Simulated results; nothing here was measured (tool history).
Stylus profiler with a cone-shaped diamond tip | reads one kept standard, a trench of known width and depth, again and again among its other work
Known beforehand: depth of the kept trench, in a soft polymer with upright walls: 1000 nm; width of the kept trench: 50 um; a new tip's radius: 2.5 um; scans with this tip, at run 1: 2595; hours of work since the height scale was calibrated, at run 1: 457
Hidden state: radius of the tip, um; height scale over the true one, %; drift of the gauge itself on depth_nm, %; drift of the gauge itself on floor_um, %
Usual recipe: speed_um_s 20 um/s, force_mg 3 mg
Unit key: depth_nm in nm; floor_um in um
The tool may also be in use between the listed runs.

run   hour  speed_um_s  force_mg  scans with this tip  hours of work since the height scale was calibrated  depth_nm  floor_um
  1      0          20         3                 2595                                                  457   1016.59     45.75
  2   25.4          20         3                 2662                                                  469   1016.47     45.78
  3   54.5          20         3                 2739                                                  483   1016.54     45.79
  4   73.8          20         3                 2790                                                  492   1016.35     45.75
  5  102.7          27         3                 2866                                                  505   1017.01     45.74
  6  123.2          27         3                 2920                                                  515   1016.27      45.8
  7    154          51      7.14                 3001                                                  529   1030.64     45.76
     156.8  -- height scale calibrated on a step standard
  8  168.2          51      7.14                 3038                                                    5   1029.57     45.67
  9  195.1          21      1.39                 3108                                                   18   1007.67     45.78
     208.7  -- height scale calibrated on a step standard, once more
 10  215.6          13      2.85                 3161                                                    3    1017.7     45.77
 11  229.7          13      2.85                 3198                                                   10   1017.47     45.79

Below are 4 alternative next runs, each starting from the tool's condition after run 11. Predict each:
  A  252.5           6      1.18                 3258                                                   20         ?         ?
  B  252.5           8      1.96                 3258                                                   20         ?         ?
  C  252.5          67      5.31                 3258                                                   20         ?         ?
  D  252.5          12      1.58                 3258                                                   20         ?         ?

run  depth_nm  floor_um
  A   1009.33     45.79
  B    1013.3     45.76
  C   1026.29     45.61
  D   1011.58     45.83
With no hidden state in the tool, these same runs would have given:
run  depth_nm  floor_um
  A   1009.68     45.97
  B   1013.65     45.93
  C   1026.65     45.79
  D   1011.93        46

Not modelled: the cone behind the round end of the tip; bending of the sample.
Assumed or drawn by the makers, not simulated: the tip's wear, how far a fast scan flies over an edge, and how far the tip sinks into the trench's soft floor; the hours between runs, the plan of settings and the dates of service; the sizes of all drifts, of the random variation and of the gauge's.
